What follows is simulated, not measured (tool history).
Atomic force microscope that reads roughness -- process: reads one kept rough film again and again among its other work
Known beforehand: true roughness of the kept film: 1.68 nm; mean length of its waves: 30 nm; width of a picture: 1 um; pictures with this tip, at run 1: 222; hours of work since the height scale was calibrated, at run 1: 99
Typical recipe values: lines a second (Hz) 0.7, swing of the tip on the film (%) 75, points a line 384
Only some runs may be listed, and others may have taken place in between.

run   hour  lines a second (Hz)  swing of the tip on the film (%)  points a line  pictures with this tip  hours of work since the height scale was calibrated  roughness of the kept film (nm (root mean square))
  1      0                  0.7                                75            384                     222                                                   99                                               1.557
  2   46.7                  0.7                                75            384                     306                                                  136                                               1.557
      62.1  -- new tip fitted
  3   86.5                 1.16                                75            384                      44                                                  167                                               1.553
  4  148.2                  0.7                                75            384                     154                                                  216                                               1.559
  5  210.3                  0.7                                75            384                     266                                                  266                                               1.564
     246.4  -- new tip fitted
  6  251.2                  0.7                                75            384                       9                                                  298                                               1.547
  7  300.9                  0.7                                75            384                      98                                                  337                                               1.559
  8  342.9                  0.7                                75            384                     173                                                  371                                               1.546
  9  389.8                  0.7                                75            384                     257                                                  408                                               1.563
 10  428.3                  0.7                                74            384                     326                                                  438                                               1.546
     433.9  -- new tip fitted
 11  486.8                  0.7                                74            384                      94                                                  485                                                1.56
 12  525.3                  0.7                                74            384                     163                                                  515                                               1.562
 13  552.2                  0.7                                74            384                     212                                                  537                                               1.551
 14  597.7                3.363                                74            384                     293                                                  573                                               1.478
     620.7  -- new tip fitted
 15  658.8                3.363                                74            384                      68                                                  621                                               1.483
 16  706.7                0.709                                78            587                     154                                                  659                                               1.546
 17  738.7                0.709                                78            908                     211                                                  684                                               1.564
 18  773.2                2.056                                68            384                     273                                                  712                                               1.518
 19  799.1                2.056                                68            384                     319                                                  733                                               1.523
     809.2  -- new tip fitted
 20  833.4                  0.7                                75            862                      43                                                  759                                               1.576
 21  881.2                0.961                                90            384                     129                                                  797                                               1.508
 22    938                3.248                                56            651                     230                                                  843                                                1.56
 23  979.9                2.303                                75            384                     306                                                  876                                               1.499

How the hidden state differs across the entries between the runs, from the last listed run before each to the first after it:
Runs 2 to 3: new tip fitted (hour 62.1)
  radius of the tip, nm: 7.6 -> 7.1
Runs 5 to 6: new tip fitted (hour 246.4)
  radius of the tip, nm: 7.6 -> 7
Runs 10 to 11: new tip fitted (hour 433.9)
  radius of the tip, nm: 7.7 -> 7.2
Runs 14 to 15: new tip fitted (hour 620.7)
  radius of the tip, nm: 7.6 -> 7.1
Runs 19 to 20: new tip fitted (hour 809.2)
  radius of the tip, nm: 7.7 -> 7.1
